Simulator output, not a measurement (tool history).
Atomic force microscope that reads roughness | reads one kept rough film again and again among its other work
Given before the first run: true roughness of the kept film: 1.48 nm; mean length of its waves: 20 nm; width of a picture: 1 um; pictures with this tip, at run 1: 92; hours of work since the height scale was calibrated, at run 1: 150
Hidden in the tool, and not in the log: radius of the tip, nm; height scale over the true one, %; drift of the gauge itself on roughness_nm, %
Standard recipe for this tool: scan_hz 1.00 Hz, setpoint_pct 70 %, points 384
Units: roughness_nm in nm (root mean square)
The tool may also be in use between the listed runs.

| run | hour | scan_hz | setpoint_pct | points | pictures with this tip | hours of work since the height scale was calibrated | roughness_nm |
|---|---|---|---|---|---|---|---|
| 1 | 0.0 | 1.00 | 70 | 384 | 92 | 150 | 1.157 |
|  | 18.5 | new tip fitted |
| 2 | 59.0 | 1.00 | 70 | 384 | 97 | 194 | 1.132 |
|  | 75.3 | new tip fitted |
| 3 | 122.2 | 1.00 | 83 | 384 | 112 | 241 | 1.034 |
|  | 134.9 | new tip fitted |
| 4 | 154.3 | 1.78 | 70 | 384 | 46 | 265 | 1.133 |
|  | 193.6 | new tip fitted |
| 5 | 208.5 | 1.78 | 70 | 384 | 36 | 306 | 1.161 |
|  | 254.6 | new tip fitted |
| 6 | 255.4 | 1.94 | 70 | 384 | 2 | 341 | 1.184 |
|  | 312.9 | new tip fitted |
| 7 | 315.0 | 1.94 | 70 | 384 | 5 | 386 | 1.187 |
| 8 | 346.4 | 1.94 | 70 | 384 | 80 | 409 | 1.103 |
|  | 372.6 | new tip fitted |
| 9 | 378.1 | 1.94 | 70 | 384 | 13 | 433 | 1.172 |
|  | 429.4 | new tip fitted |
| 10 | 442.4 | 1.94 | 70 | 384 | 31 | 481 | 1.150 |
| 11 | 477.7 | 1.94 | 70 | 384 | 115 | 508 | 1.058 |
|  | 490.5 | new tip fitted |
| 12 | 543.7 | 1.94 | 70 | 384 | 127 | 557 | 1.040 |
|  | 549.5 | new tip fitted |
| 13 | 593.0 | 1.94 | 70 | 384 | 103 | 594 | 1.068 |
|  | 606.8 | new tip fitted |
| 14 | 660.4 | 1.94 | 70 | 384 | 128 | 645 | 1.042 |
|  | 665.7 | new tip fitted |
| 15 | 693.7 | 3.01 | 70 | 384 | 67 | 670 | 1.031 |
|  | 722.7 | new tip fitted |
| 16 | 722.7 | 2.19 | 70 | 384 | 0 | 691 | 1.150 |
|  | 781.1 | new tip fitted |
| 17 | 781.1 | 1.00 | 56 | 384 | 0 | 735 | 1.298 |
| 18 | 812.4 | 1.22 | 70 | 384 | 75 | 758 | 1.141 |
|  | 839.4 | new tip fitted |
| 19 | 862.9 | 1.22 | 70 | 384 | 56 | 796 | 1.162 |
|  | 899.4 | new tip fitted |
| 20 | 922.4 | 1.00 | 70 | 449 | 55 | 841 | 1.178 |
|  | 957.7 | new tip fitted |
| 21 | 988.8 | 1.00 | 70 | 449 | 74 | 891 | 1.165 |
|  | 1015.3 | new tip fitted |
| 22 | 1031.0 | 1.00 | 70 | 384 | 37 | 922 | 1.197 |
|  | 1073.8 | new tip fitted |
| 23 | 1073.8 | 1.00 | 70 | 384 | 0 | 954 | 1.249 |
| 24 | 1103.8 | 1.00 | 70 | 384 | 72 | 977 | 1.157 |
|  | 1135.5 | new tip fitted |
| 25 | 1158.2 | 1.53 | 70 | 579 | 55 | 1017 | 1.150 |
|  | 1191.9 | new tip fitted |
| 26 | 1211.4 | 1.00 | 70 | 878 | 46 | 1057 | 1.200 |
|  | 1252.2 | new tip fitted |
| 27 | 1268.1 | 1.00 | 70 | 878 | 38 | 1100 | 1.211 |
| 28 | 1305.3 | 0.57 | 89 | 394 | 126 | 1128 | 1.056 |
|  | 1314.7 | new tip fitted |
| 29 | 1344.0 | 0.57 | 89 | 394 | 70 | 1157 | 1.120 |
|  | 1371.4 | new tip fitted |
| 30 | 1372.6 | 0.57 | 89 | 394 | 3 | 1178 | 1.195 |
|  | 1392.1 | height scale calibrated on a step standard |
| 31 | 1410.8 | 1.62 | 70 | 438 | 92 | 14 | 1.113 |
|  | 1431.0 | new tip fitted |
| 32 | 1439.2 | 1.62 | 70 | 438 | 19 | 35 | 1.194 |
| 33 | 1474.3 | 1.62 | 70 | 438 | 103 | 62 | 1.115 |
|  | 1492.4 | new tip fitted |
| 34 | 1535.1 | 0.80 | 89 | 332 | 102 | 107 | 1.072 |
|  | 1549.5 | new tip fitted |
| 35 | 1591.0 | 2.50 | 63 | 440 | 99 | 149 | 1.104 |
|  | 1607.8 | new tip fitted |
| 36 | 1658.2 | 2.50 | 63 | 440 | 121 | 200 | 1.069 |
|  | 1666.2 | new tip fitted |
| 37 | 1698.7 | 1.57 | 63 | 477 | 77 | 230 | 1.177 |
|  | 1724.9 | new tip fitted |
| 38 | 1750.4 | 3.87 | 71 | 274 | 61 | 268 | 0.972 |
|  | 1783.9 | new tip fitted |
| 39 | 1813.1 | 3.87 | 71 | 274 | 70 | 315 | 0.957 |
|  | 1842.9 | new tip fitted |
| 40 | 1875.7 | 3.87 | 71 | 274 | 78 | 362 | 0.952 |
|  | 1901.0 | new tip fitted |
| 41 | 1926.4 | 3.87 | 71 | 274 | 60 | 400 | 0.970 |
|  | 1959.0 | new tip fitted |
| 42 | 1959.0 | 1.86 | 85 | 399 | 0 | 425 | 1.055 |
|  | 2017.2 | new tip fitted |
| 43 | 2021.5 | 1.00 | 70 | 920 | 10 | 471 | 1.264 |
| 44 | 2058.9 | 1.36 | 89 | 291 | 99 | 500 | 0.955 |
|  | 2076.6 | new tip fitted |
| 45 | 2095.4 | 1.40 | 66 | 555 | 45 | 527 | 1.192 |
|  | 2136.0 | new tip fitted |
| 46 | 2157.2 | 1.40 | 66 | 555 | 51 | 573 | 1.200 |
|  | 2194.6 | new tip fitted |
| 47 | 2205.5 | 1.40 | 66 | 555 | 26 | 609 | 1.219 |

Each run again, without the hidden state but with its own random variation kept:
| run | roughness_nm |
|---|---|
| 1 | 1.271 |
| 2 | 1.262 |
| 3 | 1.182 |
| 4 | 1.203 |
| 5 | 1.216 |
| 6 | 1.200 |
| 7 | 1.202 |
| 8 | 1.203 |
| 9 | 1.205 |
| 10 | 1.195 |
| 11 | 1.200 |
| 12 | 1.207 |
| 13 | 1.204 |
| 14 | 1.204 |
| 15 | 1.132 |
| 16 | 1.172 |
| 17 | 1.322 |
| 18 | 1.261 |
| 19 | 1.256 |
| 20 | 1.276 |
| 21 | 1.280 |
| 22 | 1.279 |
| 23 | 1.282 |
| 24 | 1.282 |
| 25 | 1.238 |
| 26 | 1.290 |
| 27 | 1.296 |
| 28 | 1.224 |
| 29 | 1.234 |
| 30 | 1.237 |
| 31 | 1.226 |
| 32 | 1.220 |
| 33 | 1.234 |
| 34 | 1.184 |
| 35 | 1.231 |
| 36 | 1.218 |
| 37 | 1.286 |
| 38 | 1.048 |
| 39 | 1.044 |
| 40 | 1.048 |
| 41 | 1.047 |
| 42 | 1.067 |
| 43 | 1.289 |
| 44 | 1.073 |
| 45 | 1.274 |
| 46 | 1.277 |
| 47 | 1.271 |

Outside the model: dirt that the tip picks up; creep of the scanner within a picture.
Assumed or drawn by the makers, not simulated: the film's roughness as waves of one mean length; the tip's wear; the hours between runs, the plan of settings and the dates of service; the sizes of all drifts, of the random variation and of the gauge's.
